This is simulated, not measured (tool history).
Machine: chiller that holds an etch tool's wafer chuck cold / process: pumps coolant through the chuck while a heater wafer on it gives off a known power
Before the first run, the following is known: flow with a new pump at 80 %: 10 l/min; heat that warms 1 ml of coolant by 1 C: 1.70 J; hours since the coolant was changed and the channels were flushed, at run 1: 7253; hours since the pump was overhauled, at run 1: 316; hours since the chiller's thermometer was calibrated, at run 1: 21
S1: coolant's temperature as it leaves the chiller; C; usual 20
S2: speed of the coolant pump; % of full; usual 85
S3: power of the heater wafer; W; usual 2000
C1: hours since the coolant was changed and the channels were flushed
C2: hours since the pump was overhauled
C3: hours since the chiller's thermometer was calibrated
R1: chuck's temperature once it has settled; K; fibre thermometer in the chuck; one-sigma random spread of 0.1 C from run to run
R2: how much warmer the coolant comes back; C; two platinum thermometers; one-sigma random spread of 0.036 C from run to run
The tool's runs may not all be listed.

run	hour	S1	S2	S3	C1	C2	C3	R1	R2
1	0.0	20	85	2000	7253	316	21	315.65	6.66
2	173.4	20	85	2000	7426	489	195	315.65	6.70
3	294.2	20	85	2000	7547	610	315	316.15	6.73
# hour 392.1: coolant changed, channels flushed
4	407.2	20	85	2000	15	717	422	314.35	6.77
5	537.3	20	85	2000	145	847	553	314.25	6.71
6	640.8	20	85	2000	249	950	656	314.55	6.80
# hour 657.5: chiller's thermometer calibrated
7	737.7	21	85	2000	345	1046	80	315.65	6.77
8	860.7	20	85	2000	468	1169	203	314.45	6.74
9	994.0	20	85	2000	601	1303	337	314.75	6.82
10	1067.0	28	85	2000	674	1376	409	322.65	6.76
11	1210.6	20	85	2000	817	1519	553	314.65	6.85
12	1286.3	24	80	2000	893	1595	629	319.55	7.22
13	1447.0	24	80	2000	1054	1756	789	319.65	7.29
14	1549.8	12	80	2000	1157	1859	892	307.45	7.22
# hour 1577.2: chiller's thermometer calibrated, once more
15	1665.0	12	92	1119	1271	1973	88	296.65	3.52
16	1752.6	20	66	2369	1359	2060	175	323.25	10.52
17	1842.4	20	66	2369	1448	2150	265	323.15	10.46
18	1972.6	20	66	2369	1578	2280	395	323.25	10.59
19	2099.4	17	62	2000	1705	2407	522	316.85	9.43
20	2262.9	20	76	1328	1869	2571	686	308.95	5.16
21	2409.3	14	94	1328	2015	2717	832	301.15	4.17
22	2527.7	23	94	2422	2134	2835	951	321.25	7.63

5 options for the next run, each taken on its own from the tool as it stands now. Forecast them:
A	2642.8	27	85	2000	2249	2950	1066	?	?
B	2642.8	13	94	1107	2249	2950	1066	?	?
C	2642.8	20	85	1723	2249	2950	1066	?	?
D	2642.8	10	79	1726	2249	2950	1066	?	?
E	2642.8	27	97	2000	2249	2950	1066	?	?

run	R1	R2
A	322.25	7.05
B	297.55	3.54
C	312.45	6.03
D	303.15	6.50
E	320.65	6.14
Without the tool's hidden state the same runs would have given:
run	R1	R2
A	320.95	6.71
B	296.75	3.37
C	311.25	5.74
D	301.95	6.18
E	319.35	5.85
